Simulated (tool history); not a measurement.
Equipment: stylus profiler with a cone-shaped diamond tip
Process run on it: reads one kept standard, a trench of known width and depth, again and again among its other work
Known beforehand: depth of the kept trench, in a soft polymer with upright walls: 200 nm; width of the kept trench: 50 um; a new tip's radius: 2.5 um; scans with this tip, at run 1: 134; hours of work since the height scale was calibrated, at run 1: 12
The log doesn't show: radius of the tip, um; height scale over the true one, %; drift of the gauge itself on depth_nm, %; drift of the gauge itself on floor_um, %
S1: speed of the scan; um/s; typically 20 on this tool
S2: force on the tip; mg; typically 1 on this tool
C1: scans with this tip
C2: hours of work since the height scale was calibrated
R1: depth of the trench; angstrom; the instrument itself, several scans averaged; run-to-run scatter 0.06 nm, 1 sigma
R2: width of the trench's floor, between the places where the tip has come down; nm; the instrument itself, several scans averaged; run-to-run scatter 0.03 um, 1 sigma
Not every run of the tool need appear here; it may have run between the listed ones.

run    hour  S1    S2     C1    C2      R1     R2
  1       0  20     1    134    12  2009.4  47940
  2   117.8  20     1    974    83  2008.7  47920
  3   255.2  39     1   1953   167  2008.8  47770
  4   354.3  39     1   2660   228  2008.9  47750
  5   445.7  39     1   3311   283  2008.2  47740
  6   562.2  20  2.76   4141   355  2018.9  47800
  7   622.1  20  2.76   4568   391  2018.1  47820
  8   718.7  45     1   5257   450  2006.8  47600
  9   781.6  45     1   5705   488  2006.7  47610
 10   913.5  45     1   6646   569  2006.9  47580
 11  1046.9  20  1.15   7596   650  2007.2  47660
 12  1117.7   7  0.97   8101   693  2006.3  47700
 13  1227.2   7  0.97   8882   760  2005.2  47650
 14  1351.7  14   0.4   9769   836  2001.3  47560
 15  1446.7   8  1.93  10446   894  2011.2  47570
 16  1517.5   8  1.93  10951   937  2010.8  47620
 17  1578.4   8  1.93  11385   975  2011.5  47480
 18  1686.7   8  0.34  12157  1041  1999.1  47500
 19  1800.7   5  0.89  12970  1110  2003.6  47440
 20  1874.3  13  0.49  13494  1155  2000.4  47460

Branching from run 20: 4 alternative next runs. What would each branch give?
  A  1995.5  12  2.51  14358  1229   ?   ?
  B  1995.5  58  2.89  14358  1229   ?   ?
  C  1995.5  37  0.43  14358  1229   ?   ?
  D  1995.5  23  0.76  14358  1229   ?   ?

run      R1     R2
  A  2013.4  47380
  B  2015.4  47330
  C  1999.6  47250
  D  2000.5  47360
Stripped of hidden state, with their random variation kept, the same runs would have yielded:
run      R1     R2
  A  2020.2  47950
  B  2022.1  47900
  C  2006.4  47820
  D  2007.2  47930

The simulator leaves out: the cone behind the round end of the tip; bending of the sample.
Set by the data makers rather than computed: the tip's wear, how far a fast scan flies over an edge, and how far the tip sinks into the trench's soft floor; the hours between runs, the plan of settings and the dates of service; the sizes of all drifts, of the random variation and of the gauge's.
